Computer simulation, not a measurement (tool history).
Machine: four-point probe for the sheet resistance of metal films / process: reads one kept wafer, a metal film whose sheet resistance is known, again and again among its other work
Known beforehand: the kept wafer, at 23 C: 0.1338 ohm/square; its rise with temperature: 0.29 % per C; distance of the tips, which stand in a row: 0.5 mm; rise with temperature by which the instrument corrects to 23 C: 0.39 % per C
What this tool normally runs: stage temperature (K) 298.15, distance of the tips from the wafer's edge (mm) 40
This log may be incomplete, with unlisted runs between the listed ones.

run   hour  stage temperature (K)  distance of the tips from the wafer's edge (mm)  sheet resistance as the instrument gives it (ohm/square)
  1    0.0                 298.15                                               40                                                  0.133911
  2   17.9                 298.15                                                3                                                  0.135888
  3   37.0                 298.15                                                3                                                  0.135896
  4   58.0                 298.15                                               40                                                  0.133929
  5   77.0                 298.15                                                6                                                  0.134412
  6   91.3                 298.15                                                6                                                  0.134413
  7  107.7                 298.15                                               11                                                  0.134079
  8  124.3                 298.15                                               49                                                  0.133912
  9  142.1                 298.15                                               35                                                  0.133898
 10  151.9                 298.15                                                5                                                  0.134655
 11  168.3                 298.15                                               40                                                  0.133937
 12  180.7                 298.15                                               54                                                  0.133870
 13  200.5                 298.15                                               54                                                  0.133900
 14  221.7                 298.15                                               54                                                  0.133903
 15  235.1                 298.15                                               48                                                  0.133933
 16  251.4                 298.15                                               48                                                  0.133940
 17  271.1                 298.15                                               48                                                  0.133969
 18  289.9                 298.15                                               48                                                  0.133923
 19  307.7                 295.15                                               24                                                  0.134381
 20  327.3                 299.15                                               14                                                  0.133897
 21  347.4                 299.15                                                5                                                  0.134459
 22  358.7                 292.15                                               15                                                  0.134839
 23  372.1                 292.15                                               15                                                  0.134815
 24  390.2                 297.15                                                4                                                  0.135228
 25  411.5                 304.15                                                4                                                  0.134269
 26  424.6                 304.15                                                4                                                  0.134307
 27  438.4                 298.15                                               58                                                  0.133930
 28  453.3                 298.15                                               58                                                  0.133950
 29  468.2                 293.15                                                5                                                  0.135334
 30  486.9                 293.15                                                5                                                  0.135350
 31  502.0                 297.15                                               11                                                  0.134215
 32  523.1                 298.15                                                4                                                  0.135059
 33  535.2                 298.15                                                3                                                  0.135944

Below are 3 alternative next runs, each starting from the tool's condition after run 33. Predict each:
  A  545.8                 299.15                                                3                                                         ?
  B  545.8                 294.15                                               46                                                         ?
  C  545.8                 302.15                                                5                                                         ?

run  sheet resistance as the instrument gives it (ohm/square)
  A                                                  0.135810
  B                                                  0.134467
  C                                                  0.134172
Take away the tool's hidden state, keep each run's random variation, and the runs would have read:
run  sheet resistance as the instrument gives it (ohm/square)
  A                                                  0.135399
  B                                                  0.134056
  C                                                  0.133766
